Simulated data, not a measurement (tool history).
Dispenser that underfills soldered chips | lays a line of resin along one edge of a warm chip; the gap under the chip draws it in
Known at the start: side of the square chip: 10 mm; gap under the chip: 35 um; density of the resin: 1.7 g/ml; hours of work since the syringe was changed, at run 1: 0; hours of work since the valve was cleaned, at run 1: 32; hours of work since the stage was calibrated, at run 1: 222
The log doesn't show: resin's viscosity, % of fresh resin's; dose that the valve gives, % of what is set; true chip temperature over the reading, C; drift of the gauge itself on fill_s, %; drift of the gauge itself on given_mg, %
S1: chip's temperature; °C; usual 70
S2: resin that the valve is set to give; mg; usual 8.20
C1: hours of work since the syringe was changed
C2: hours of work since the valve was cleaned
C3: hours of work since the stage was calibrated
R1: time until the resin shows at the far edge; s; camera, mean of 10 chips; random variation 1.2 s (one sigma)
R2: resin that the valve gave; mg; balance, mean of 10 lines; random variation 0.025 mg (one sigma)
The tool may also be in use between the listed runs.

run 1 hour=0.0 | S1=70 S2=8.20 | C1=0 C2=32 C3=222 | R1=124.0 R2=8.08
run 2 hour=8.2 | S1=70 S2=8.20 | C1=6 C2=38 C3=228 | R1=150.1 R2=8.04
-- hour=10.0 new syringe of resin
run 3 hour=14.4 | S1=65 S2=8.20 | C1=3 C2=43 C3=233 | R1=174.9 R2=8.00
-- hour=20.8 new syringe of resin
run 4 hour=24.0 | S1=65 S2=8.20 | C1=2 C2=49 C3=239 | R1=172.9 R2=8.01
-- hour=31.5 new syringe of resin
run 5 hour=35.4 | S1=65 S2=8.20 | C1=3 C2=57 C3=247 | R1=171.0 R2=7.92
-- hour=41.7 new syringe of resin
run 6 hour=45.4 | S1=65 S2=8.20 | C1=3 C2=64 C3=254 | R1=175.5 R2=7.93
-- hour=52.5 new syringe of resin
run 7 hour=58.9 | S1=65 S2=8.20 | C1=5 C2=74 C3=264 | R1=184.4 R2=7.91
-- hour=62.9 new syringe of resin
run 8 hour=66.8 | S1=70 S2=8.39 | C1=3 C2=80 C3=269 | R1=139.4 R2=8.04
-- hour=73.6 new syringe of resin
-- hour=77.5 dispensing valve cleaned and set on the balance
run 9 hour=79.5 | S1=59 S2=8.91 | C1=4 C2=1 C3=278 | R1=234.3 R2=8.90
-- hour=85.3 new syringe of resin
run 10 hour=88.2 | S1=59 S2=8.91 | C1=2 C2=8 C3=284 | R1=230.2 R2=8.90
-- hour=95.5 new syringe of resin
run 11 hour=101.4 | S1=80 S2=7.64 | C1=4 C2=17 C3=293 | R1=93.4 R2=7.58
-- hour=105.8 new syringe of resin
run 12 hour=113.6 | S1=57 S2=10.02 | C1=6 C2=25 C3=302 | R1=277.0 R2=9.86
-- hour=116.0 new syringe of resin
run 13 hour=123.3 | S1=60 S2=7.47 | C1=5 C2=32 C3=309 | R1=257.1 R2=7.29
-- hour=126.5 new syringe of resin
run 14 hour=133.6 | S1=60 S2=7.47 | C1=5 C2=40 C3=316 | R1=251.0 R2=7.29
-- hour=137.3 new syringe of resin
run 15 hour=144.7 | S1=60 S2=7.47 | C1=5 C2=47 C3=324 | R1=253.7 R2=7.26
-- hour=148.2 new syringe of resin
run 16 hour=154.6 | S1=60 S2=7.47 | C1=5 C2=54 C3=331 | R1=253.8 R2=7.19

4 ways to go on from here, each from the tool as it stands after run 16. What would each give?
-- hour=159.5 new syringe of resin
run A hour=166.2 | S1=70 S2=9.49 | C1=5 C2=63 C3=339 | R1=? R2=?
-- hour=159.5 new syringe of resin
run B hour=166.2 | S1=76 S2=9.61 | C1=5 C2=63 C3=339 | R1=? R2=?
-- hour=159.5 new syringe of resin
run C hour=166.2 | S1=68 S2=9.29 | C1=5 C2=63 C3=339 | R1=? R2=?
-- hour=159.5 new syringe of resin
run D hour=166.2 | S1=74 S2=7.98 | C1=5 C2=63 C3=339 | R1=? R2=?

run=A R1=146.0 R2=9.12
run=B R1=111.8 R2=9.26
run=C R1=166.6 R2=8.95
run=D R1=126.4 R2=7.70
Without the tool's hidden state the same runs would have given:
run=A R1=110.0 R2=9.48
run=B R1=84.7 R2=9.62
run=C R1=125.6 R2=9.30
run=D R1=95.0 R2=8.00
